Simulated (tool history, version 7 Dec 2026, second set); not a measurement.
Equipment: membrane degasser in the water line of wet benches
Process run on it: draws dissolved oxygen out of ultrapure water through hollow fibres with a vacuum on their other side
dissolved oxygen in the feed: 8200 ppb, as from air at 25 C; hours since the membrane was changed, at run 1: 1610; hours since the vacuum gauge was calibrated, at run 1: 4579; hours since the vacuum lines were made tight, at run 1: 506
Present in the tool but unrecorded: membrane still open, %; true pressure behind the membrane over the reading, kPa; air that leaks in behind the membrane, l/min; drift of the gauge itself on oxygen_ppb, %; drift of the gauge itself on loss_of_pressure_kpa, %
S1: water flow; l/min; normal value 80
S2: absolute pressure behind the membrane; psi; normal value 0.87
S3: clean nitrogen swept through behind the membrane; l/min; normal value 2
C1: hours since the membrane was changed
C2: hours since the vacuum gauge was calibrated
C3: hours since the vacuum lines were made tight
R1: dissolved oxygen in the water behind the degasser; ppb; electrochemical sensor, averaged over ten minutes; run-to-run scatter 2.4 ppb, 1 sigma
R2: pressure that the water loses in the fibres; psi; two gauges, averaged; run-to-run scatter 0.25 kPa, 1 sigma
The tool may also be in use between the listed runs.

run     day  S1     S2    S3    C1    C2    C3     R1      R2
  1       0  80   0.87     2  1610  4579   506  293.4   9.937
  2   3.417  80   0.87     2  1692  4661   588  288.3   9.992
  3   6.088  80   0.87     2  1756  4725   652  293.2   9.974
  4  10.558  80  1.255     2  1864  4833   759  487.4   9.971
  5  13.662  80   0.87     2  1938  4907   834  291.6    9.99
  6  17.717  80   0.87     2  2036  5004   931  292.5   9.968
  7  22.383  80   0.87  3.58  2148  5116  1043    193   9.997
     25.304  -- vacuum gauge calibrated
  8  25.304  80  0.577  2.32  2217     0  1113  159.2  10.116
  9  28.592  80  0.577  2.32  2296    79  1192  157.8  10.067
 10   32.35  82  0.921     2  2386   169  1282  367.7  10.289
     34.821  -- vacuum gauge calibrated, once more
 11  35.033  82  0.921     2  2450     5  1346  275.9  10.322
 12  39.979  49   0.87  2.46  2569   124  1464  130.7   6.213
 13   42.75  61  1.562  2.46  2635   190  1531  409.4   7.693

5 options for the next run, each taken on its own from the tool as it stands now. Forecast them:
  A  46.283   49  1.195  1.58  2720  275  1616   ?   ?
  B  46.283   61  0.541  2.01  2720  275  1616   ?   ?
  C  46.283   56  1.564  1.35  2720  275  1616   ?   ?
  D  46.283   75  0.663  3.67  2720  275  1616   ?   ?
  E  46.283  106  1.526  2.46  2720  275  1616   ?   ?

run     R1      R2
  A  316.7   6.216
  B   48.6   7.691
  C  590.8   7.059
  D     86   9.441
  E  630.1  13.465
The same runs, with their run-to-run variation unchanged, on a tool lacking any hidden condition would have given:
run     R1      R2
  A  313.8   5.989
  B   44.5    7.41
  C  587.3   6.801
  D   80.6   9.094
  E  621.3  12.972
